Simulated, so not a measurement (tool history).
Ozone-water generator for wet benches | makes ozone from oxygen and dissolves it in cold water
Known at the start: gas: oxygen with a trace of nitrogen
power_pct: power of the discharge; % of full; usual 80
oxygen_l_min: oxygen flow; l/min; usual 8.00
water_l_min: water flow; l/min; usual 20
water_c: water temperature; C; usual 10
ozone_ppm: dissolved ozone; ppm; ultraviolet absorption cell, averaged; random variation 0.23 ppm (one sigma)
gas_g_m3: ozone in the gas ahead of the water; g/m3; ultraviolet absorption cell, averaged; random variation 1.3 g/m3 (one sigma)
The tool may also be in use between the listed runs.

run 1 day=0.000 | power_pct=80 oxygen_l_min=8.00 water_l_min=20 water_c=10 | ozone_ppm=30.8 gas_g_m3=224.9
run 2 day=1.017 | power_pct=80 oxygen_l_min=8.00 water_l_min=20 water_c=10 | ozone_ppm=30.4 gas_g_m3=226.6
run 3 day=2.083 | power_pct=80 oxygen_l_min=8.00 water_l_min=16 water_c=10 | ozone_ppm=35.3 gas_g_m3=222.3
-- day=2.242 water thermometer calibrated
run 4 day=2.846 | power_pct=80 oxygen_l_min=8.00 water_l_min=16 water_c=10 | ozone_ppm=35.4 gas_g_m3=226.2
run 5 day=3.629 | power_pct=80 oxygen_l_min=8.00 water_l_min=16 water_c=10 | ozone_ppm=35.1 gas_g_m3=227.0
run 6 day=5.367 | power_pct=80 oxygen_l_min=5.08 water_l_min=20 water_c=10 | ozone_ppm=27.3 gas_g_m3=260.7
run 7 day=6.150 | power_pct=80 oxygen_l_min=6.19 water_l_min=20 water_c=10 | ozone_ppm=28.7 gas_g_m3=246.9
run 8 day=6.946 | power_pct=80 oxygen_l_min=6.19 water_l_min=20 water_c=10 | ozone_ppm=28.7 gas_g_m3=245.3
run 9 day=8.725 | power_pct=80 oxygen_l_min=6.19 water_l_min=20 water_c=10 | ozone_ppm=28.5 gas_g_m3=245.0
run 10 day=10.475 | power_pct=45 oxygen_l_min=13.76 water_l_min=18 water_c=8 | ozone_ppm=23.1 gas_g_m3=122.3

Forecast each of these 3 alternatives for the next run:
-- day=11.496 water thermometer calibrated, once more
run A day=11.838 | power_pct=45 oxygen_l_min=4.94 water_l_min=24 water_c=8 | ozone_ppm=? gas_g_m3=?
-- day=11.496 water thermometer calibrated, once more
run B day=11.838 | power_pct=55 oxygen_l_min=13.76 water_l_min=18 water_c=8 | ozone_ppm=? gas_g_m3=?
-- day=11.496 water thermometer calibrated, once more
run C day=11.838 | power_pct=45 oxygen_l_min=5.61 water_l_min=27 water_c=8 | ozone_ppm=? gas_g_m3=?

run=A ozone_ppm=15.8 gas_g_m3=171.1
run=B ozone_ppm=27.2 gas_g_m3=141.7
run=C ozone_ppm=14.7 gas_g_m3=164.8
Without the tool's hidden state the same runs would have given:
run=A ozone_ppm=17.5 gas_g_m3=182.6
run=B ozone_ppm=30.5 gas_g_m3=153.6
run=C ozone_ppm=16.3 gas_g_m3=175.9
